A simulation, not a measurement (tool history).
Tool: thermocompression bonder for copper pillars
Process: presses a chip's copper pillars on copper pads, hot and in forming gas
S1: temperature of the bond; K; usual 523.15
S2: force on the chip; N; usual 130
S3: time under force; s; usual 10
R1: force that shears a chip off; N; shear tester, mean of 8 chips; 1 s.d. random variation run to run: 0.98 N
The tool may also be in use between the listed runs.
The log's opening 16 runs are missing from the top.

| run | hour | S1 | S2 | S3 | R1 |
|---|---|---|---|---|---|
| 17 | 316.3 | 523.15 | 130 | 28 | 98 |
| 18 | 327.7 | 523.15 | 130 | 6 | 67.1 |
| 19 | 345 | 523.15 | 130 | 6 | 68.9 |
| 20 | 365.2 | 523.15 | 130 | 6 | 65.4 |
| 21 | 380.8 | 523.15 | 88 | 5 | 45.7 |
| 22 | 391.7 | 523.15 | 88 | 5 | 47.2 |
|  | 404.8 | forming gas filter changed |
| 23 | 413.4 | 525.15 | 169 | 24 | 109.1 |
| 24 | 426.1 | 525.15 | 169 | 24 | 107.3 |
| 25 | 446 | 496.15 | 184 | 7 | 65.5 |
| 26 | 466.6 | 523.15 | 130 | 8 | 73.8 |
| 27 | 491.7 | 496.15 | 89 | 9 | 39.7 |
| 28 | 507.2 | 523.15 | 170 | 11 | 90.5 |
| 29 | 523.8 | 523.15 | 170 | 11 | 87.7 |
| 30 | 544 | 523.15 | 170 | 11 | 87.4 |
| 31 | 568.3 | 523.15 | 170 | 11 | 85.2 |
| 32 | 578.9 | 524.15 | 170 | 7 | 78.4 |
| 33 | 594 | 536.15 | 130 | 15 | 90.6 |
|  | 603.2 | forming gas filter changed |
| 34 | 615.4 | 550.15 | 79 | 13 | 86.1 |
| 35 | 637.1 | 523.15 | 100 | 10 | 68.6 |
| 36 | 648.6 | 523.15 | 108 | 10 | 71.4 |
| 37 | 662.6 | 518.15 | 184 | 16 | 97.5 |
| 38 | 675 | 518.15 | 184 | 16 | 96.3 |
| 39 | 693.9 | 530.15 | 130 | 5 | 69.4 |
| 40 | 715.4 | 548.15 | 130 | 24 | 105 |

3 ways to go on from here, each from the tool as it stands after run 40. What would each give?
| A | 736.7 | 503.15 | 89 | 11 | ? |
| B | 736.7 | 529.15 | 84 | 11 | ? |
| C | 736.7 | 495.15 | 109 | 5 | ? |

| run | R1 |
|---|---|
| A | 45.1 |
| B | 64.3 |
| C | 34.1 |
Had the tool no hidden state, the same runs would have come out as:
| run | R1 |
|---|---|
| A | 52.1 |
| B | 72.8 |
| C | 39.6 |
